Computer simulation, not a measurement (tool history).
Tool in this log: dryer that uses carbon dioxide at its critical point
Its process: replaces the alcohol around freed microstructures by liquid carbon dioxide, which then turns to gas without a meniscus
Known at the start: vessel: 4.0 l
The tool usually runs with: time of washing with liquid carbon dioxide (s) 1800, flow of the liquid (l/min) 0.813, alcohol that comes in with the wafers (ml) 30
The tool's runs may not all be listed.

run	hour	time of washing with liquid carbon dioxide (s)	flow of the liquid (l/min)	alcohol that comes in with the wafers (ml)	alcohol left in the vessel before it's heated (ppm by volume)
1	0.0	1800	0.813	30	84
2	8.3	1800	0.813	30	81
3	15.6	1140	0.813	30	368
4	21.2	1140	0.813	24	300
5	31.4	1800	0.501	30	426
6	36.5	1800	0.813	24	63
7	42.8	1800	0.543	47	528
8	50.3	1080	1.153	77	332
9	60.1	1080	1.153	77	355
10	68.9	1140	1.175	77	265

5 ways to go on from here, each from the tool as it stands after run 10. What would each give?
A	77.4	2700	0.813	96	?
B	77.4	2340	1.222	53	?
C	77.4	1800	1.311	23	?
D	77.4	2040	1.175	90	?
E	77.4	1140	1.175	59	?

run	alcohol left in the vessel before it's heated (ppm by volume)
A	37
B	17
C	19
D	18
E	209
Without the tool's unlogged condition, the same runs would have read:
run	alcohol left in the vessel before it's heated (ppm by volume)
A	19
B	8
C	9
D	5
E	143
